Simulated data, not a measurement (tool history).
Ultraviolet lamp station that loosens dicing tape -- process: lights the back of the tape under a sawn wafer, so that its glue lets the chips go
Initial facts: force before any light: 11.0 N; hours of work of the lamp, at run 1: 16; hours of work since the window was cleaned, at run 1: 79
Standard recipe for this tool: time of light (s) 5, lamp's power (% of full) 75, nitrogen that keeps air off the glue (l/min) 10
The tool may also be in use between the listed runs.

run,hour,time of light (s),lamp's power (% of full),nitrogen that keeps air off the glue (l/min),hours of work of the lamp,hours of work since the window was cleaned,force that peels the tape off (N),light that reached the tape (mJ/cm²)
1,0,5,75,10,16,79,1.1,211
2,20.4,5,75,10,26,90,1.123,207
3,41.7,5,76,10,37,101,1.112,208
4,60,5,75,10,47,110,1.124,204
5,70.2,5,75,10,52,116,1.163,202
6,87.1,6,75,10,61,124,0.862,241
7,107.2,5,72,10,71,135,1.274,191
8,118.4,5,72,10,77,141,1.302,187
9,136.3,2,75,10,86,150,4.513,78
10,154.5,2,75,10,96,159,4.458,75
11,177,2,75,10,107,171,4.518,78
12,188.3,2,75,10,113,177,4.443,78
13,204.8,6,75,10,122,185,0.932,224
14,227.5,6,75,10,134,197,0.976,224
15,246.1,6,75,10,143,207,0.997,221
16,260.9,6,75,10,151,215,0.987,218
17,270.4,6,75,10,156,219,1.017,216
18,290.2,5,61,10,166,230,2.074,148
19,301.5,5,61,10,172,236,2.156,146
20,319.6,5,61,10,181,245,2.179,140
# hour 324.9: window cleaned of glue's vapour
21,330.7,5,61,10,187,3,1.599,173
22,341.5,5,61,10,193,9,1.509,176
23,356,5,61,10,200,16,1.588,174
24,374.5,4,75,4,210,26,2.689,168
25,390.7,8,91,4,218,34,0.542,405
26,412.6,3,90,10,229,46,2.034,149
27,435,3,90,10,241,57,2.091,147
28,456.6,3,90,10,252,68,2.097,143
29,475.3,3,90,7,262,78,2.52,142
30,496.4,3,90,7,273,89,2.402,141
31,506.6,3,90,7,278,94,2.62,143
32,522.9,5,62,4,287,103,2.823,168
33,532.7,8,69,10,292,108,0.59,280
34,552.6,5,73,10,302,118,1.411,180
35,570.5,9,97,7,311,128,0.349,443
36,588,7,85,6,321,137,0.759,293
37,607.5,9,69,8,331,147,0.596,307
38,618.6,9,69,8,336,153,0.604,303
39,640,9,69,8,348,164,0.583,302
40,649.7,5,66,10,353,169,1.889,159
41,665,5,66,10,360,177,1.855,154
42,681.2,5,66,10,369,185,1.93,157
43,691.3,5,66,10,374,190,1.921,154

Predict each of these 5 candidate next runs independently; none follows another, all start after run 43:
A,709.6,5,79,10,384,200,?,?
B,709.6,3,75,10,384,200,?,?
C,709.6,5,82,14,384,200,?,?
D,709.6,7,66,5,384,200,?,?
E,709.6,5,75,6,384,200,?,?

run,force that peels the tape off (N),light that reached the tape (mJ/cm²)
A,1.437,184
B,3.388,103
C,1.117,196
D,1.605,210
E,2.052,173
Without the tool's unlogged condition, the same runs would have read:
run,force that peels the tape off (N),light that reached the tape (mJ/cm²)
A,0.816,245
B,2.304,138
C,0.614,261
D,0.924,281
E,1.23,231

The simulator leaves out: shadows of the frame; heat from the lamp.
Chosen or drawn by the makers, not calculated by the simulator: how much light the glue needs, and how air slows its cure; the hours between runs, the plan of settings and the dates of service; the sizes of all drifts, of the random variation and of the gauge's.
